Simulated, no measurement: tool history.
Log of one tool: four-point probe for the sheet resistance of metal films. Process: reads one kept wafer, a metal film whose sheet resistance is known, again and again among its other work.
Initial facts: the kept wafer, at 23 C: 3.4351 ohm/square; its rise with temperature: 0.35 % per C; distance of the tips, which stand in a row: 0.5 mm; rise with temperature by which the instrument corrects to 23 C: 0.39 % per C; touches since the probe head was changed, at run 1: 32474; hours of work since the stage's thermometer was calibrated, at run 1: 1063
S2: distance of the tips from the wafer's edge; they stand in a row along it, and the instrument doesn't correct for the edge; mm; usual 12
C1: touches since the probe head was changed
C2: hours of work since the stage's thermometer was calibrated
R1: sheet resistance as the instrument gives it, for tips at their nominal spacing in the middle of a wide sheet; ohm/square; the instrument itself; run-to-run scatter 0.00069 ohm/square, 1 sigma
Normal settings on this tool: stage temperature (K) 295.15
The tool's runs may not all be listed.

run 1 hour=0 | stage_temperature_(K)=295.15 S2=12 | C1=32474 C2=1063 | R1=3.444162
run 2 hour=30.6 | stage_temperature_(K)=295.15 S2=12 | C1=33281 C2=1077 | R1=3.443073
run 3 hour=59.6 | stage_temperature_(K)=295.15 S2=12 | C1=34046 C2=1090 | R1=3.442736
run 4 hour=106.2 | stage_temperature_(K)=295.15 S2=12 | C1=35277 C2=1111 | R1=3.443047
run 5 hour=134.9 | stage_temperature_(K)=295.15 S2=12 | C1=36033 C2=1124 | R1=3.443148
run 6 hour=175.5 | stage_temperature_(K)=295.15 S2=12 | C1=37102 C2=1143 | R1=3.441206
run 7 hour=203.9 | stage_temperature_(K)=299.15 S2=12 | C1=37852 C2=1156 | R1=3.434551
run 8 hour=252.3 | stage_temperature_(K)=295.15 S2=73 | C1=39128 C2=1178 | R1=3.438629
run 9 hour=296.9 | stage_temperature_(K)=295.15 S2=73 | C1=40305 C2=1198 | R1=3.437536
run 10 hour=324.2 | stage_temperature_(K)=298.15 S2=4 | C1=41026 C2=1210 | R1=3.459925
run 11 hour=367.9 | stage_temperature_(K)=298.15 S2=4 | C1=42179 C2=1230 | R1=3.460904
run 12 hour=415.5 | stage_temperature_(K)=298.15 S2=4 | C1=43435 C2=1252 | R1=3.460632
run 13 hour=452 | stage_temperature_(K)=298.15 S2=4 | C1=44396 C2=1268 | R1=3.460276
run 14 hour=479.8 | stage_temperature_(K)=298.15 S2=4 | C1=45131 C2=1281 | R1=3.459695
run 15 hour=522.8 | stage_temperature_(K)=298.15 S2=29 | C1=46265 C2=1301 | R1=3.431508
run 16 hour=554.2 | stage_temperature_(K)=296.15 S2=7 | C1=47092 C2=1315 | R1=3.443381
run 17 hour=584.8 | stage_temperature_(K)=304.15 S2=4 | C1=47901 C2=1329 | R1=3.448858

Each row is a separate what-if for the run after 17, all from the same tool condition, not one after another. Results?
run A hour=628.7 | stage_temperature_(K)=306.15 S2=21 | C1=49059 C2=1349 | R1=?
run B hour=628.7 | stage_temperature_(K)=297.15 S2=4 | C1=49059 C2=1349 | R1=?
run C hour=628.7 | stage_temperature_(K)=302.15 S2=4 | C1=49059 C2=1349 | R1=?
run D hour=628.7 | stage_temperature_(K)=307.15 S2=16 | C1=49059 C2=1349 | R1=?

run=A R1=3.418506
run=B R1=3.459045
run=C R1=3.452542
run=D R1=3.417714
Had the tool no hidden state, the same runs would have come out as:
run=A R1=3.420446
run=B R1=3.461124
run=C R1=3.454552
run=D R1=3.41964
